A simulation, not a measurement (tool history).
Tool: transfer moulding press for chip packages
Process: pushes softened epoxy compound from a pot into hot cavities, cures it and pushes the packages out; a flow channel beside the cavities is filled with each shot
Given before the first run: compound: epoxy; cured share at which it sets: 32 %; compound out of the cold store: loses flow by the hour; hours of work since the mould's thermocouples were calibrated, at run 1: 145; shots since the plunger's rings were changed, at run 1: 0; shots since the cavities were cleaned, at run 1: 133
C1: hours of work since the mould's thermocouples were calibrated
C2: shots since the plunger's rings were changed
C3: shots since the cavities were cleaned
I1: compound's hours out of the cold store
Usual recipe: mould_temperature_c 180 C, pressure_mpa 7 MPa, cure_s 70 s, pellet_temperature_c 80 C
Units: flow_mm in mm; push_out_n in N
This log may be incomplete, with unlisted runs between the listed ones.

Run 1, hour 0: usual settings; C1 145; C2 0; C3 133; I1 15.4. Result: flow_mm 631 mm, push_out_n 304 N.
Run 2, hour 6.8: usual settings but pressure_mpa 8.04 MPa; C1 148; C2 92; C3 225; I1 13.4. Result: flow_mm 679 mm, push_out_n 303 N.
Run 3, hour 17.5: usual settings but pressure_mpa 8.04 MPa; C1 154; C2 239; C3 372; I1 29.7. Result: flow_mm 620 mm, push_out_n 305 N.
Run 4, hour 25.2: usual settings but pressure_mpa 8.04 MPa; C1 158; C2 343; C3 476; I1 16. Result: flow_mm 671 mm, push_out_n 313 N.
At hour 39.7: cavities cleaned with cleaning compound and waxed.
Run 5, hour 41.2: usual settings; C1 165; C2 540; C3 20; I1 13.6. Result: flow_mm 635 mm, push_out_n 305 N.
Run 6, hour 52.8: usual settings but mould_temperature_c 179 C; C1 171; C2 697; C3 177; I1 22. Result: flow_mm 606 mm, push_out_n 313 N.
Run 7, hour 64.3: usual settings but mould_temperature_c 179 C; C1 177; C2 854; C3 334; I1 25. Result: flow_mm 592 mm, push_out_n 321 N.
Run 8, hour 74.9: usual settings but mould_temperature_c 179 C; C1 182; C2 998; C3 478; I1 17.4. Result: flow_mm 621 mm, push_out_n 331 N.
Run 9, hour 87.1: usual settings; C1 189; C2 1164; C3 644; I1 23.6. Result: flow_mm 596 mm, push_out_n 297 N.
At hour 89.9: cavities cleaned with cleaning compound and waxed.
Run 10, hour 95.5: usual settings but pressure_mpa 8.39 MPa, cure_s 61 s, pellet_temperature_c 84 C; C1 192; C2 1258; C3 76; I1 42.6. Result: flow_mm 590 mm, push_out_n 328 N.
Run 11, hour 106.7: usual settings but pressure_mpa 7.34 MPa, cure_s 63 s, pellet_temperature_c 73 C; C1 198; C2 1410; C3 228; I1 21.2. Result: flow_mm 621 mm, push_out_n 363 N.
Run 12, hour 115.7: usual settings but pressure_mpa 7.34 MPa, cure_s 63 s, pellet_temperature_c 73 C; C1 202; C2 1533; C3 351; I1 11. Result: flow_mm 654 mm, push_out_n 370 N.
Run 13, hour 125: usual settings but pressure_mpa 7.34 MPa, cure_s 63 s, pellet_temperature_c 73 C; C1 207; C2 1659; C3 477; I1 24.2. Result: flow_mm 613 mm, push_out_n 369 N.
Run 14, hour 136.1: usual settings but pressure_mpa 7.34 MPa, cure_s 63 s, pellet_temperature_c 73 C; C1 213; C2 1811; C3 629; I1 32.4. Result: flow_mm 588 mm, push_out_n 358 N.
At hour 139.8: cavities cleaned with cleaning compound and waxed.
Run 15, hour 147.6: usual settings but pressure_mpa 7.34 MPa, cure_s 63 s, pellet_temperature_c 73 C; C1 218; C2 1946; C3 106; I1 25.3. Result: flow_mm 605 mm, push_out_n 372 N.
Run 16, hour 161.1: usual settings but pressure_mpa 7.34 MPa, cure_s 63 s, pellet_temperature_c 73 C; C1 225; C2 2130; C3 290; I1 24.1. Result: flow_mm 613 mm, push_out_n 361 N.
Run 17, hour 174.3: usual settings but pressure_mpa 7.34 MPa, cure_s 63 s, pellet_temperature_c 73 C; C1 232; C2 2309; C3 469; I1 47.1. Result: flow_mm 536 mm, push_out_n 358 N.
At hour 189.6: cavities cleaned with cleaning compound and waxed.
Run 18, hour 190.8: usual settings but mould_temperature_c 175 C, pressure_mpa 5.62 MPa, cure_s 63 s, pellet_temperature_c 73 C; C1 239; C2 2513; C3 16; I1 8.5. Result: flow_mm 595 mm, push_out_n 543 N.

3 ways to go on from here, each from the tool as it stands after run 18. What would each give?
Run A, hour 204.4: usual settings but pressure_mpa 6.23 MPa; C1 246; C2 2698; C3 201; I1 31.7. Result: flow_mm ?, push_out_n ?.
Run B, hour 204.4: usual settings but cure_s 80 s, pellet_temperature_c 81 C; C1 246; C2 2698; C3 201; I1 29.8. Result: flow_mm ?, push_out_n ?.
Run C, hour 204.4: usual settings but pressure_mpa 8.28 MPa, cure_s 56 s; C1 246; C2 2698; C3 201; I1 10.6. Result: flow_mm ?, push_out_n ?.

run  flow_mm  push_out_n
  A      536         308
  B      578         267
  C      707         503
With no hidden state in the tool, these same runs would have given:
run  flow_mm  push_out_n
  A      537         306
  B      579         265
  C      708         499
